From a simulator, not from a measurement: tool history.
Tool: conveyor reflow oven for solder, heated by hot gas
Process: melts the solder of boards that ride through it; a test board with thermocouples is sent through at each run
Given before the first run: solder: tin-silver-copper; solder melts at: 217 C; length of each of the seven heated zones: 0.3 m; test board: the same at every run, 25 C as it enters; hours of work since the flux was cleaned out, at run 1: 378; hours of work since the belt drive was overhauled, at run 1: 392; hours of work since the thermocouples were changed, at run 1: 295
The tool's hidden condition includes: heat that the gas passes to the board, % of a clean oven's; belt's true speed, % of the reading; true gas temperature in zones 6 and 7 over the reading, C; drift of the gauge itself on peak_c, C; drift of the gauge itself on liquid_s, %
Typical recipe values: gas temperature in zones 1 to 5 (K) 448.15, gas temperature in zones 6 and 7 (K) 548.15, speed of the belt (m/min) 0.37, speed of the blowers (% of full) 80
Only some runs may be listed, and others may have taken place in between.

run   hour  gas temperature in zones 1 to 5 (K)  gas temperature in zones 6 and 7 (K)  speed of the belt (m/min)  speed of the blowers (% of full)  hours of work since the flux was cleaned out  hours of work since the belt drive was overhauled  hours of work since the thermocouples were changed  highest temperature of the board (K)  time above the solder's melting point (s)
  1      0                               448.15                                548.15                       0.37                                80                                           378                                                392                                                 295                                532.25                                       79.8
  2   21.4                               448.15                                548.15                       0.37                                80                                           390                                                404                                                 307                                532.15                                       80.2
  3   35.6                               448.15                                548.15                       0.37                                80                                           397                                                411                                                 315                                531.55                                         78
  4   52.9                               448.15                                548.15                       0.37                                80                                           407                                                421                                                 324                                531.55                                       79.3
  5   63.9                               448.15                                548.15                       0.37                                80                                           413                                                427                                                 330                                531.65                                       79.9
  6   76.4                               448.15                                548.15                      0.311                                80                                           420                                                434                                                 337                                536.15                                       98.9
  7   91.5                               448.15                                548.15                       0.37                                80                                           428                                                442                                                 345                                531.25                                       78.9
  8  112.7                               448.15                                548.15                       0.37                                80                                           440                                                454                                                 357                                532.55                                       79.6
  9  127.5                               448.15                                548.15                       0.37                                80                                           448                                                462                                                 365                                530.65                                       78.6
 10  147.2                               448.15                                548.15                       0.37                                50                                           458                                                472                                                 376                                523.15                                       70.2
     155.9  -- flux residue cleaned out of gas plates and filters
 11  166.3                               448.15                                544.15                       0.37                                50                                             6                                                480                                                 383                                524.05                                       71.2
 12  184.9                               448.15                                544.15                       0.37                                50                                            16                                                490                                                 394                                522.85                                       71.2
 13  205.2                               448.15                                544.15                       0.37                                50                                            27                                                501                                                 405                                524.75                                       72.1
 14  216.3                               448.15                                544.15                       0.37                                50                                            33                                                507                                                 411                                524.05                                       71.8
 15  233.1                               448.15                                548.15                       0.37                                80                                            42                                                517                                                 420                                534.75                                       81.8
 16  248.5                               450.15                                548.15                      0.337                                71                                            51                                                525                                                 428                                536.45                                       92.3
 17  257.9                               438.15                                550.15                      0.337                                51                                            56                                                530                                                 433                                530.85                                       81.2
 18  271.9                               438.15                                550.15                      0.337                                51                                            63                                                538                                                 441                                530.35                                       80.2
 19  284.8                               438.15                                550.15                      0.337                                51                                            70                                                545                                                 448                                530.35                                       82.5
 20  298.7                               460.15                                557.15                      0.309                                87                                            78                                                552                                                 456                                548.25                                        114
 21  319.9                               460.15                                558.15                      0.309                                54                                            90                                                564                                                 467                                544.65                                      112.3
 22  341.5                               436.15                                544.15                       0.37                                80                                           101                                                576                                                 479                                528.95                                         72
 23  358.8                               449.15                                557.15                      0.407                                72                                           111                                                585                                                 489                                537.05                                       75.9
 24  378.7                               449.15                                557.15                      0.407                                72                                           122                                                596                                                 499                                537.45                                       75.2
 25  391.5                               449.15                                559.15                      0.339                                72                                           129                                                603                                                 506                                544.35                                       97.3
 26  402.4                               455.15                                548.15                      0.427                                76                                           135                                                609                                                 512                                529.35                                       69.2
 27  411.9                               448.15                                554.15                        0.4                                78                                           140                                                614                                                 518                                535.85                                       76.4
 28  432.8                               448.15                                552.15                       0.37                                78                                           151                                                626                                                 529                                536.45                                       82.7
 29    449                               448.15                                552.15                       0.37                                78                                           160                                                635                                                 538                                537.45                                       84.7
 30  461.5                               448.15                                552.15                       0.37                                78                                           167                                                641                                                 545                                536.85                                       83.6

Alternative continuations, all from the tool just after run 30; predict every row:
  A  473.8                               450.15                                552.15                      0.344                                57                                           174                                                648                                                 551                                     ?                                          ?
  B  473.8                               448.15                                544.15                      0.304                                67                                           174                                                648                                                 551                                     ?                                          ?
  C  473.8                               454.15                                544.15                      0.303                                80                                           174                                                648                                                 551                                     ?                                          ?
  D  473.8                               448.15                                548.15                      0.309                                80                                           174                                                648                                                 551                                     ?                                          ?

run  highest temperature of the board (K)  time above the solder's melting point (s)
  A                                535.25                                       89.1
  B                                533.15                                       99.6
  C                                534.65                                      105.9
  D                                538.05                                      102.4
With no hidden state in the tool, these same runs would have given:
run  highest temperature of the board (K)  time above the solder's melting point (s)
  A                                537.55                                       89.9
  B                                535.45                                      100.5
  C                                536.95                                      106.4
  D                                540.45                                      102.9

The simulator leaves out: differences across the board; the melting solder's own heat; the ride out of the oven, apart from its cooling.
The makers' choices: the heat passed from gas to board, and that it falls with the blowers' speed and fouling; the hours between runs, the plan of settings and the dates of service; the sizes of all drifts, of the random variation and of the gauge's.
